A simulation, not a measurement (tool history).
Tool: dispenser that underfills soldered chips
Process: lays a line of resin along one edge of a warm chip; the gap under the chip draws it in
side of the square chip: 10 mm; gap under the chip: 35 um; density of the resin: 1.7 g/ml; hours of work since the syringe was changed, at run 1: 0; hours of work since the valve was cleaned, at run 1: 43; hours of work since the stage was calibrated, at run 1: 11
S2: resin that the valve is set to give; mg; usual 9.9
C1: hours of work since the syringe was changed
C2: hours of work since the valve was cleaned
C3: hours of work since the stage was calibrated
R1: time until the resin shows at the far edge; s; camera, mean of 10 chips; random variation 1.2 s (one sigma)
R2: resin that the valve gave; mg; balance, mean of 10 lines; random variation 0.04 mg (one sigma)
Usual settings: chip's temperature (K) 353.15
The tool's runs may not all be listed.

run 1 hour=0 | chip's_temperature_(K)=353.15 S2=9.9 | C1=0 C2=43 C3=11 | R1=118.4 R2=9.73
run 2 hour=2.7 | chip's_temperature_(K)=353.15 S2=9.9 | C1=2 C2=45 C3=13 | R1=135.5 R2=9.64
run 3 hour=5.5 | chip's_temperature_(K)=353.15 S2=9.9 | C1=4 C2=47 C3=15 | R1=156.2 R2=9.67
run 4 hour=10.6 | chip's_temperature_(K)=353.15 S2=12.45 | C1=8 C2=51 C3=19 | R1=203.6 R2=12.1
-- hour=14.5 new syringe of resin
run 5 hour=16 | chip's_temperature_(K)=353.15 S2=12.45 | C1=1 C2=54 C3=23 | R1=123.6 R2=12.09
-- hour=20.2 dispensing valve cleaned and set on the balance
run 6 hour=20.7 | chip's_temperature_(K)=353.15 S2=12.45 | C1=4 C2=0 C3=25 | R1=152.1 R2=12.54
run 7 hour=25.3 | chip's_temperature_(K)=361.15 S2=12.45 | C1=7 C2=4 C3=28 | R1=139.2 R2=12.52
run 8 hour=28.6 | chip's_temperature_(K)=361.15 S2=12.45 | C1=9 C2=6 C3=31 | R1=165.7 R2=12.41
-- hour=30 new syringe of resin
run 9 hour=33.5 | chip's_temperature_(K)=361.15 S2=12.45 | C1=2 C2=9 C3=34 | R1=102.6 R2=12.44
run 10 hour=37.7 | chip's_temperature_(K)=361.15 S2=12.45 | C1=5 C2=12 C3=37 | R1=125.4 R2=12.41
run 11 hour=40.3 | chip's_temperature_(K)=353.15 S2=9.9 | C1=7 C2=14 C3=39 | R1=198.3 R2=9.9
run 12 hour=43.8 | chip's_temperature_(K)=353.15 S2=9.9 | C1=10 C2=17 C3=41 | R1=236.5 R2=9.8
-- hour=44.7 new syringe of resin
run 13 hour=46.2 | chip's_temperature_(K)=353.15 S2=11.9 | C1=1 C2=18 C3=43 | R1=127.3 R2=11.8
run 14 hour=48.8 | chip's_temperature_(K)=353.15 S2=10.09 | C1=3 C2=20 C3=45 | R1=145.8 R2=10.02
run 15 hour=52.9 | chip's_temperature_(K)=348.15 S2=12.8 | C1=6 C2=23 C3=48 | R1=219.6 R2=12.68
run 16 hour=55.6 | chip's_temperature_(K)=348.15 S2=12.8 | C1=8 C2=25 C3=50 | R1=246.4 R2=12.67
run 17 hour=57.9 | chip's_temperature_(K)=365.15 S2=9.58 | C1=9 C2=26 C3=51 | R1=147.1 R2=9.56
-- hour=59.6 new syringe of resin
run 18 hour=61.3 | chip's_temperature_(K)=358.15 S2=9.15 | C1=1 C2=29 C3=53 | R1=104.6 R2=9.02
run 19 hour=64.9 | chip's_temperature_(K)=346.15 S2=9.47 | C1=4 C2=31 C3=56 | R1=202.9 R2=9.32
run 20 hour=67.7 | chip's_temperature_(K)=347.15 S2=8.86 | C1=6 C2=33 C3=58 | R1=227.8 R2=8.75
run 21 hour=70.5 | chip's_temperature_(K)=340.15 S2=8.7 | C1=8 C2=35 C3=60 | R1=347.3 R2=8.53
run 22 hour=73.2 | chip's_temperature_(K)=340.15 S2=8.7 | C1=10 C2=37 C3=62 | R1=409.7 R2=8.56
-- hour=74.4 new syringe of resin
run 23 hour=77.4 | chip's_temperature_(K)=349.15 S2=9.9 | C1=2 C2=40 C3=65 | R1=165.6 R2=9.75
run 24 hour=79.8 | chip's_temperature_(K)=349.15 S2=9.9 | C1=4 C2=41 C3=66 | R1=184.5 R2=9.69
run 25 hour=83.6 | chip's_temperature_(K)=346.15 S2=11.58 | C1=7 C2=44 C3=69 | R1=248.9 R2=11.38
run 26 hour=86.2 | chip's_temperature_(K)=364.15 S2=9 | C1=8 C2=46 C3=71 | R1=141.8 R2=8.79

Forecast each of these 5 alternatives for the next run:
-- hour=89 new syringe of resin
run A hour=89.1 | chip's_temperature_(K)=342.15 S2=9.2 | C1=0 C2=48 C3=73 | R1=? R2=?
-- hour=89 new syringe of resin
run B hour=89.1 | chip's_temperature_(K)=364.15 S2=9.31 | C1=0 C2=48 C3=73 | R1=? R2=?
-- hour=89 new syringe of resin
run C hour=89.1 | chip's_temperature_(K)=356.15 S2=10.95 | C1=0 C2=48 C3=73 | R1=? R2=?
-- hour=89 new syringe of resin
run D hour=89.1 | chip's_temperature_(K)=357.15 S2=9.9 | C1=0 C2=48 C3=73 | R1=? R2=?
-- hour=89 new syringe of resin
run E hour=89.1 | chip's_temperature_(K)=363.15 S2=10.03 | C1=0 C2=48 C3=73 | R1=? R2=?

run=A R1=193.8 R2=8.97
run=B R1=77.8 R2=9.12
run=C R1=105.8 R2=10.7
run=D R1=102.1 R2=9.64
run=E R1=81.7 R2=9.84
Without the tool's hidden state the same runs would have given:
run=A R1=187.1 R2=9.18
run=B R1=75.3 R2=9.33
run=C R1=102.5 R2=10.94
run=D R1=98.8 R2=9.86
run=E R1=79.1 R2=10.06

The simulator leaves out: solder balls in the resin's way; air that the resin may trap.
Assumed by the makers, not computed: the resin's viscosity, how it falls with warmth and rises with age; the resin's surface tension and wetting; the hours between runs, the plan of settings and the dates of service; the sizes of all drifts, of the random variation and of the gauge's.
